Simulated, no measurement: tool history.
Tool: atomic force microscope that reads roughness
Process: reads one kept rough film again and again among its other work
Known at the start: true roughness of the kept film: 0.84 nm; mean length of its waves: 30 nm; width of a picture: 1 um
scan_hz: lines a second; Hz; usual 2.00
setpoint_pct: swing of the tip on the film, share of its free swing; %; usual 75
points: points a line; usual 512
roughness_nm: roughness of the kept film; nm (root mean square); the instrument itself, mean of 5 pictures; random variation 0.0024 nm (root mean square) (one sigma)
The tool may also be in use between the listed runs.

run   hour  scan_hz  setpoint_pct  points  roughness_nm
  1    0.0     2.00            75     512         0.777
  2   12.6     2.00            75     512         0.776
  3   24.6     2.00            75     512         0.768
  4   45.9     2.00            75     512         0.770
  5   58.5     2.00            75     512         0.763
  6   71.1     2.00            73     512         0.763
  7   91.0     2.00            75     512         0.751
     101.1  -- new tip fitted
  8  103.1     2.00            75     512         0.782
  9  114.7     2.00            67     512         0.790
 10  135.4     2.00            60     457         0.798
 11  149.6     2.54            75     859         0.761

Forecast run 12:
 12  159.6     2.54            75     859             ?

{"run 12": {"roughness_nm": 0.751}}
Without the tool's hidden state the same run would have given roughness_nm 0.760 nm (root mean square).

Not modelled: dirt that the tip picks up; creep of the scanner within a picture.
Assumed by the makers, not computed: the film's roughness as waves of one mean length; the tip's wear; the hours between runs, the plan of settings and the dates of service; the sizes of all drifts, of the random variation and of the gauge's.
